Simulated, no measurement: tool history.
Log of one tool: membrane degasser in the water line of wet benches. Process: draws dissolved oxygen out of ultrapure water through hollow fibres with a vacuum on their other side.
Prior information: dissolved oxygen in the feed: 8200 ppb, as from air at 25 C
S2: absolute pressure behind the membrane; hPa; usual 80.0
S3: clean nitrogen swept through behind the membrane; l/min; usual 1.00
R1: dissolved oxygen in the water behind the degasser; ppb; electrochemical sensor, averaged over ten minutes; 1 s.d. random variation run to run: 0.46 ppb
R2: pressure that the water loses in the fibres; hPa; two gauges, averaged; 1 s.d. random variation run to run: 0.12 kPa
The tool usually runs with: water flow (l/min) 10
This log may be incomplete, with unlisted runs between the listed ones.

{"run": 1, "day": 0.0, "water flow (l/min)": 10, "S2": 80.0, "S3": 1.0, "R1": 124.6, "R2": 323.5}
{"run": 2, "day": 2.071, "water flow (l/min)": 10, "S2": 80.0, "S3": 0.92, "R1": 132.4, "R2": 322.1}
{"run": 3, "day": 3.754, "water flow (l/min)": 10, "S2": 80.0, "S3": 0.92, "R1": 132.5, "R2": 323.8}
{"run": 4, "day": 6.033, "water flow (l/min)": 10, "S2": 80.0, "S3": 1.0, "R1": 124.3, "R2": 323.2}
{"run": 5, "day": 7.662, "water flow (l/min)": 10, "S2": 80.0, "S3": 1.0, "R1": 123.9, "R2": 324.8}
{"run": 6, "day": 9.625, "water flow (l/min)": 10, "S2": 80.0, "S3": 1.0, "R1": 123.9, "R2": 323.1}
{"run": 7, "day": 11.367, "water flow (l/min)": 15, "S2": 80.0, "S3": 1.0, "R1": 201.9, "R2": 487.8}
{"run": 8, "day": 12.721, "water flow (l/min)": 15, "S2": 80.0, "S3": 1.0, "R1": 201.4, "R2": 489.4}
{"run": 9, "day": 14.046, "water flow (l/min)": 15, "S2": 80.0, "S3": 1.0, "R1": 202.7, "R2": 485.0}
{"run": 10, "day": 15.879, "water flow (l/min)": 15, "S2": 80.0, "S3": 1.0, "R1": 203.1, "R2": 486.3}
{"run": 11, "day": 17.712, "water flow (l/min)": 15, "S2": 80.0, "S3": 1.0, "R1": 202.8, "R2": 484.9}
{"run": 12, "day": 20.242, "water flow (l/min)": 10, "S2": 80.0, "S3": 1.0, "R1": 124.8, "R2": 324.9}
{"run": 13, "day": 22.321, "water flow (l/min)": 10, "S2": 80.0, "S3": 1.52, "R1": 88.1, "R2": 325.5}
{"run": 14, "day": 23.638, "water flow (l/min)": 10, "S2": 80.0, "S3": 1.52, "R1": 88.1, "R2": 325.4}
{"run": 15, "day": 25.479, "water flow (l/min)": 10, "S2": 80.0, "S3": 1.52, "R1": 87.7, "R2": 323.8}
{"run": 16, "day": 28.033, "water flow (l/min)": 7, "S2": 80.0, "S3": 1.0, "R1": 85.0, "R2": 228.3}
{"run": 17, "day": 30.712, "water flow (l/min)": 7, "S2": 80.0, "S3": 1.0, "R1": 84.4, "R2": 227.0}
{"run": 18, "day": 32.508, "water flow (l/min)": 7, "S2": 80.0, "S3": 1.0, "R1": 84.9, "R2": 227.6}
{"run": 19, "day": 34.592, "water flow (l/min)": 9, "S2": 67.9, "S3": 1.27, "R1": 70.0, "R2": 291.4}
{"run": 20, "day": 36.933, "water flow (l/min)": 9, "S2": 72.2, "S3": 0.81, "R1": 114.1, "R2": 291.8}
{"run": 21, "day": 38.329, "water flow (l/min)": 9, "S2": 72.2, "S3": 1.05, "R1": 91.4, "R2": 292.0}
{"run": 22, "day": 40.438, "water flow (l/min)": 10, "S2": 80.0, "S3": 2.99, "R1": 51.8, "R2": 324.6}
{"run": 23, "day": 42.583, "water flow (l/min)": 11, "S2": 135.5, "S3": 0.95, "R1": 292.9, "R2": 355.6}
{"run": 24, "day": 44.179, "water flow (l/min)": 8, "S2": 50.4, "S3": 0.71, "R1": 54.9, "R2": 258.3}
{"run": 25, "day": 46.146, "water flow (l/min)": 8, "S2": 50.4, "S3": 0.71, "R1": 55.1, "R2": 260.2}
{"run": 26, "day": 48.404, "water flow (l/min)": 10, "S2": 48.1, "S3": 0.88, "R1": 55.5, "R2": 325.6}
{"run": 27, "day": 49.592, "water flow (l/min)": 10, "S2": 48.1, "S3": 0.88, "R1": 55.8, "R2": 324.7}
{"day": 50.721, "done": "gauge calibrated"}
{"run": 28, "day": 51.208, "water flow (l/min)": 10, "S2": 48.1, "S3": 0.88, "R1": 54.3, "R2": 325.8}
{"run": 29, "day": 53.258, "water flow (l/min)": 10, "S2": 117.2, "S3": 0.47, "R1": 396.0, "R2": 321.8}
{"run": 30, "day": 54.438, "water flow (l/min)": 10, "S2": 117.2, "S3": 0.47, "R1": 396.1, "R2": 322.3}
{"run": 31, "day": 56.296, "water flow (l/min)": 10, "S2": 117.2, "S3": 0.47, "R1": 397.1, "R2": 326.0}

What would each run have given without the hidden state, its run-to-run variation left as it was?
Hidden state present: membrane still open, %; true pressure behind the membrane over the reading, kPa; air that leaks in behind the membrane, l/min; drift of the gauge itself on oxygen_ppb, %; drift of the gauge itself on loss_of_pressure_kpa, %.
run=1 R1=124.5
run=2 R1=132.2
run=3 R1=132.2
run=4 R1=123.8
run=5 R1=123.3
run=6 R1=123.3
run=7 R1=200.7
run=8 R1=200.1
run=9 R1=201.2
run=10 R1=201.4
run=11 R1=200.9
run=12 R1=123.5
run=13 R1=87.1
run=14 R1=87.0
run=15 R1=86.6
run=16 R1=83.8
run=17 R1=83.1
run=18 R1=83.5
run=19 R1=68.7
run=20 R1=112.0
run=21 R1=89.6
run=22 R1=50.8
run=23 R1=286.8
run=24 R1=53.6
run=25 R1=53.8
run=26 R1=54.2
run=27 R1=54.4
run=28 R1=54.2
run=29 R1=395.3
run=30 R1=395.2
run=31 R1=395.8
For R2, the value without the hidden state is never more than 0.1 hPa from the measured value.
